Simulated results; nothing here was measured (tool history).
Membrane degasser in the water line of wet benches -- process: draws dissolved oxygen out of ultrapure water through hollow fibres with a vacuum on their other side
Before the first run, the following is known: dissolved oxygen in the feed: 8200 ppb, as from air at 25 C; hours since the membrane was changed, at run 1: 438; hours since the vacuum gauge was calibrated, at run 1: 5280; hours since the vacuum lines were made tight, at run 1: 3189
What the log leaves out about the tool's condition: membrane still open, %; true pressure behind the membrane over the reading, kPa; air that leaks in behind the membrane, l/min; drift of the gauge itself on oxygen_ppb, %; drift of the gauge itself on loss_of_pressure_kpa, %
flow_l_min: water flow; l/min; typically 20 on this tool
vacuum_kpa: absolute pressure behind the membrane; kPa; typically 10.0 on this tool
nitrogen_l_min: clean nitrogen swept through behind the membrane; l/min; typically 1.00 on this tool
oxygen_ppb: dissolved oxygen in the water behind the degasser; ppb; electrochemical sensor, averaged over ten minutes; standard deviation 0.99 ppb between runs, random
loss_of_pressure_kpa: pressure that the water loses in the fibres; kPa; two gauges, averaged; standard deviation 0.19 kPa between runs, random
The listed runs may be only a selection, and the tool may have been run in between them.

| run | day | flow_l_min | vacuum_kpa | nitrogen_l_min | hours since the membrane was changed | hours since the vacuum gauge was calibrated | hours since the vacuum lines were made tight | oxygen_ppb | loss_of_pressure_kpa |
|---|---|---|---|---|---|---|---|---|---|
| 1 | 0.000 | 20 | 10.0 | 1.00 | 438 | 5280 | 3189 | 306.8 | 37.27 |
| 2 | 2.792 | 20 | 10.0 | 1.00 | 505 | 5347 | 3256 | 305.4 | 37.76 |
| 3 | 4.500 | 20 | 10.0 | 1.00 | 546 | 5388 | 3297 | 308.4 | 37.43 |
| 4 | 5.808 | 20 | 10.0 | 1.00 | 577 | 5420 | 3329 | 309.1 | 37.51 |
| 5 | 7.554 | 20 | 10.0 | 1.00 | 619 | 5462 | 3371 | 307.5 | 37.65 |
| 6 | 9.850 | 20 | 10.0 | 1.00 | 674 | 5517 | 3426 | 307.7 | 37.83 |
|  | 11.196 | vacuum gauge calibrated |
| 7 | 12.742 | 20 | 10.0 | 1.00 | 743 | 37 | 3494 | 299.5 | 37.27 |
| 8 | 14.021 | 20 | 10.0 | 1.00 | 774 | 68 | 3525 | 299.3 | 37.86 |
| 9 | 16.850 | 20 | 10.0 | 1.00 | 842 | 136 | 3593 | 301.4 | 37.36 |
| 10 | 19.304 | 20 | 10.0 | 1.00 | 901 | 195 | 3652 | 299.9 | 37.52 |
| 11 | 20.754 | 20 | 10.0 | 1.00 | 935 | 229 | 3687 | 298.4 | 37.52 |
| 12 | 23.350 | 26 | 17.0 | 1.09 | 998 | 292 | 3749 | 678.8 | 48.57 |
| 13 | 24.696 | 17 | 14.8 | 1.00 | 1030 | 324 | 3781 | 432.7 | 31.85 |
| 14 | 26.904 | 30 | 14.1 | 1.00 | 1083 | 377 | 3834 | 661.8 | 56.34 |
| 15 | 29.633 | 20 | 10.0 | 0.41 | 1149 | 443 | 3900 | 602.9 | 37.73 |
| 16 | 32.262 | 27 | 10.0 | 0.41 | 1212 | 506 | 3963 | 751.4 | 50.37 |
| 17 | 34.258 | 27 | 10.0 | 0.41 | 1260 | 554 | 4011 | 750.9 | 50.35 |
| 18 | 36.746 | 17 | 10.0 | 0.86 | 1319 | 613 | 4071 | 296.5 | 31.73 |
| 19 | 38.146 | 20 | 9.3 | 1.60 | 1353 | 647 | 4104 | 179.4 | 37.39 |
| 20 | 40.438 | 25 | 13.1 | 0.81 | 1408 | 702 | 4159 | 618.3 | 47.14 |
| 21 | 42.258 | 12 | 6.9 | 1.00 | 1451 | 745 | 4203 | 105.2 | 23.07 |

What differs in the tool's unlogged condition from the final listed run ahead of each entry between runs to the first listed run following it?
In the gap between runs 6 and 7: vacuum gauge calibrated (day 11.196)
  true pressure behind the membrane over the reading, kPa: 0.2 -> -0.01; air that leaks in behind the membrane, l/min: 0.011 -> 0.0112
  measured minus no-state result, oxygen_ppb: +10.5 -> +1.8 ppb; loss_of_pressure_kpa: +0.14 -> +0.15 kPa
